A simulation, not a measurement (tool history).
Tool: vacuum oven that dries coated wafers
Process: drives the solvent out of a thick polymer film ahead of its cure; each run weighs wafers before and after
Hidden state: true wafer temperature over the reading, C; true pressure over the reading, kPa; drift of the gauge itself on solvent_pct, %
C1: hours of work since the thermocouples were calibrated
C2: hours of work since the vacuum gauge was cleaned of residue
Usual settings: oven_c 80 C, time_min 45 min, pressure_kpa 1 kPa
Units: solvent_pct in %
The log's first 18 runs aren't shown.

Run 19, hour 1278: usual settings but oven_c 68 C; C1 454; C2 827. Result: solvent_pct 9.79 %.
Run 20, hour 1374.3: usual settings but oven_c 75 C, pressure_kpa 1.04 kPa; C1 528; C2 901. Result: solvent_pct 6.61 %.
Run 21, hour 1451: usual settings but oven_c 86 C, pressure_kpa 0.76 kPa; C1 587; C2 960. Result: solvent_pct 2.44 %.
Run 22, hour 1506.6: usual settings but oven_c 78 C, time_min 59 min, pressure_kpa 0.76 kPa; C1 630; C2 1003. Result: solvent_pct 3.46 %.
Run 23, hour 1591.4: usual settings but oven_c 78 C, time_min 59 min, pressure_kpa 0.76 kPa; C1 695; C2 1068. Result: solvent_pct 3.54 %.
At hour 1642.9: vacuum gauge cleaned of residue and calibrated.
Run 24, hour 1644.8: usual settings but oven_c 93 C, time_min 51 min; C1 735; C2 1. Result: solvent_pct 0.78 %.
Run 25, hour 1734.4: usual settings but time_min 78 min, pressure_kpa 1.61 kPa; C1 804; C2 70. Result: solvent_pct 2.18 %.
Run 26, hour 1810.9: usual settings but time_min 78 min, pressure_kpa 1.61 kPa; C1 863; C2 129. Result: solvent_pct 2.17 %.
Run 27, hour 1886.3: usual settings but time_min 78 min, pressure_kpa 1.61 kPa; C1 921; C2 187. Result: solvent_pct 2.1 %.
Run 28, hour 1956.9: usual settings but time_min 78 min, pressure_kpa 1.61 kPa; C1 975; C2 242. Result: solvent_pct 2.15 %.
Run 29, hour 2004.4: usual settings but time_min 68 min, pressure_kpa 0.73 kPa; C1 1012; C2 278. Result: solvent_pct 1.99 %.
Run 30, hour 2050.5: usual settings but oven_c 94 C, time_min 39 min, pressure_kpa 0.66 kPa; C1 1047; C2 314. Result: solvent_pct 1.06 %.
Run 31, hour 2131.6: usual settings but oven_c 90 C, time_min 26 min, pressure_kpa 2 kPa; C1 1110; C2 376. Result: solvent_pct 4 %.
Run 32, hour 2217.7: usual settings but oven_c 90 C, time_min 26 min, pressure_kpa 2 kPa; C1 1176; C2 442. Result: solvent_pct 4.11 %.
Run 33, hour 2300.8: usual settings but oven_c 94 C; C1 1240; C2 506. Result: solvent_pct 0.91 %.
Run 34, hour 2349.1: usual settings but oven_c 94 C; C1 1277; C2 543. Result: solvent_pct 0.75 %.
Run 35, hour 2406.3: usual settings but oven_c 84 C, time_min 47 min, pressure_kpa 0.62 kPa; C1 1321; C2 587. Result: solvent_pct 2.25 %.

4 ways to go on from here, each from the tool as it stands after run 35. What would each give?
Run A, hour 2451.2: usual settings but oven_c 93 C, time_min 34 min, pressure_kpa 0.76 kPa; C1 1355; C2 622. Result: solvent_pct ?.
Run B, hour 2451.2: usual settings but oven_c 69 C, time_min 65 min, pressure_kpa 3.43 kPa; C1 1355; C2 622. Result: solvent_pct ?.
Run C, hour 2451.2: usual settings but oven_c 95 C, time_min 25 min, pressure_kpa 0.57 kPa; C1 1355; C2 622. Result: solvent_pct ?.
Run D, hour 2451.2: usual settings but oven_c 84 C, time_min 28 min; C1 1355; C2 622. Result: solvent_pct ?.

run  solvent_pct
  A         1.61
  B         8.36
  C         2.17
  D         5.36
Without the tool's hidden state the same runs would have given:
run  solvent_pct
  A         2.16
  B         9.69
  C         2.89
  D         6.47

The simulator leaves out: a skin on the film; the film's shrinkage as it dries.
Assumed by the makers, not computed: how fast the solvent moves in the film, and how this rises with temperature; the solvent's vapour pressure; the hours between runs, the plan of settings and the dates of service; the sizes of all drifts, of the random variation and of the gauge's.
